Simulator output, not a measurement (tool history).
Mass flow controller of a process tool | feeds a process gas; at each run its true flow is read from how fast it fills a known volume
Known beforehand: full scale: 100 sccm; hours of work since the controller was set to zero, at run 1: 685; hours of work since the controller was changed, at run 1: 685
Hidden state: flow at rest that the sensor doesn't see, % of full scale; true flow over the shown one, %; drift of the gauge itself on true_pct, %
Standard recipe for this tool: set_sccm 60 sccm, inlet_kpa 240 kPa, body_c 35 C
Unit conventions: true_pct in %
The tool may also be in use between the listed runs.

run     day  set_sccm  inlet_kpa  body_c  hours of work since the controller was set to zero  hours of work since the controller was changed  true_pct
  1   0.000        60        240      35                                                 685                                             685     99.87
  2   7.738        60        232      35                                                 755                                             755     99.92
  3  12.188        60        232      35                                                 796                                             796     99.89
  4  19.500        60        240      21                                                 862                                             862     99.11
  5  25.425        60        240      35                                                 916                                             916     99.88
  6  30.683        15        180      40                                                 963                                             963    100.69

Estimate the outcome of run 7 from the log above:
  7  35.288        15        180      40                                                1005                                            1005         ?

Run 7 gave true_pct 100.66 %.
Take away the tool's hidden state, keep the run-to-run variation as it was, and the same run would have given true_pct 100.11 %.
